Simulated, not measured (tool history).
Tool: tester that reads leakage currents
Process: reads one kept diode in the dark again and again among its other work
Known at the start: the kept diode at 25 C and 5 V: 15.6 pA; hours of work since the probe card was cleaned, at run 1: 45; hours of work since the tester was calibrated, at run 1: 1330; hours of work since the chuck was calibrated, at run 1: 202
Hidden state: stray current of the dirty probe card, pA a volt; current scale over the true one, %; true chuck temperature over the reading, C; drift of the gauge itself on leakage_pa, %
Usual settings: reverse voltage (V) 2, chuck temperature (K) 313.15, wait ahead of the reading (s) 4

run    hour  reverse voltage (V)  chuck temperature (K)  wait ahead of the reading (s)  hours of work since the probe card was cleaned  hours of work since the tester was calibrated  hours of work since the chuck was calibrated  current that the tester gives (pA)
  1       0                    2                 313.15                              4                                              45                                           1330                                           202                               31.77
  2   100.2                    2                 313.15                              4                                              86                                           1371                                           243                               32.02
  3     247                    2                 330.15                              4                                             146                                           1431                                           303                              109.38
  4   320.6                    2                 330.15                              4                                             176                                           1461                                           333                              110.45
  5     420                    2                 330.15                              4                                             216                                           1502                                           374                              110.38
  6   542.3                    2                 330.15                              4                                             266                                           1552                                           424                              110.88
  7   627.4                    2                 313.15                           1.25                                             301                                           1587                                           459                               33.25
  8   703.8                    2                 300.15                           1.25                                             332                                           1618                                           490                                12.7
  9   836.1                    2                 300.15                           1.25                                             386                                           1672                                           544                               12.93
 10   936.7                    2                 331.15                              4                                             427                                           1713                                           585                              120.67
 11  1079.3                    2                 331.15                              4                                             486                                           1771                                           643                              120.48
 12  1166.3                    2                 331.15                              4                                             521                                           1807                                           679                              120.39
 13  1295.4                    2                 331.15                              4                                             574                                           1860                                           732                              121.35
 14  1411.7                    2                 313.15                              4                                             622                                           1907                                           779                                34.8
 15  1557.5                17.47                 313.15                              4                                             681                                           1967                                           839                               132.5
 16    1653                    2                 313.15                              4                                             720                                           2006                                           878                               34.95
 17    1806                    2                 313.15                              4                                             783                                           2068                                           940                               35.29
 18  1941.6                    2                 313.15                              4                                             838                                           2124                                           996                               35.57
 19  2024.7                    2                 313.15                           3.35                                             872                                           2158                                          1030                               35.68
 20    2122                    2                 313.15                           0.32                                             912                                           2197                                          1069                               36.95
 21  2192.6                    2                 313.15                           0.32                                             941                                           2226                                          1098                                37.1
     2207.9  -- tester calibrated
 22  2268.8                  4.8                 323.15                           6.11                                             971                                             25                                          1129                              122.46
 23  2370.2                12.53                 316.15                              1                                            1012                                             66                                          1170                              142.01
     2447.1  -- tester calibrated, once more
 24  2480.1                12.53                 316.15                              1                                            1057                                             13                                          1214                              140.61
 25  2558.8                 5.84                 299.15                           3.41                                            1089                                             46                                          1246                               30.06
 26  2635.3                 5.84                 299.15                           3.41                                            1120                                             77                                          1278                               30.57
 27  2730.8                 2.83                 325.15                            2.7                                            1159                                            116                                          1317                               102.7
 28  2869.8                 2.76                 311.15                           7.36                                            1216                                            173                                          1373                               39.41
 29  2951.5                 2.76                 311.15                           7.36                                            1249                                            206                                          1407                               39.79
 30  3108.2                 7.05                 308.15                           3.64                                            1313                                            270                                          1471                               61.33
     3135.3  -- probe card cleaned and baked
 31    3206                 5.11                 300.15                              4                                              29                                            309                                          1510                               20.66
 32  3325.2                 5.11                 300.15                              4                                              78                                            358                                          1558                               21.12
 33  3395.4                  3.6                 313.15                           1.78                                             106                                            386                                          1587                               47.69
 34    3496                19.68                 304.15                           5.83                                             147                                            427                                          1628                               66.34
 35  3608.2                19.68                 304.15                           5.83                                             193                                            473                                          1674                               67.89
 36  3739.7                  5.1                 298.15                              4                                             247                                            527                                          1728                               19.62
 37  3828.1                    2                 309.15                              4                                             283                                            563                                          1764                               25.68
 38  3947.3                    2                 309.15                              4                                             332                                            612                                          1812                               26.06
 39  4042.7                    2                 309.15                              4                                             371                                            651                                          1851                               26.15

Forecast each of these 5 alternatives for the next run:
  A  4126.2                16.57                 313.15                           2.95                                             405                                            685                                          1886                                   ?
  B  4126.2                    2                 313.15                           1.43                                             405                                            685                                          1886                                   ?
  C  4126.2                 5.52                 313.15                           4.24                                             405                                            685                                          1886                                   ?
  D  4126.2                 1.51                 330.15                              4                                             405                                            685                                          1886                                   ?
  E  4126.2                    2                 307.15                              4                                             405                                            685                                          1886                                   ?

run  current that the tester gives (pA)
  A                              125.22
  B                               35.59
  C                               64.52
  D                               99.89
  E                               22.82
Without the tool's hidden state the same runs would have given:
run  current that the tester gives (pA)
  A                              105.16
  B                                31.5
  C                               55.94
  D                               91.55
  E                                19.7
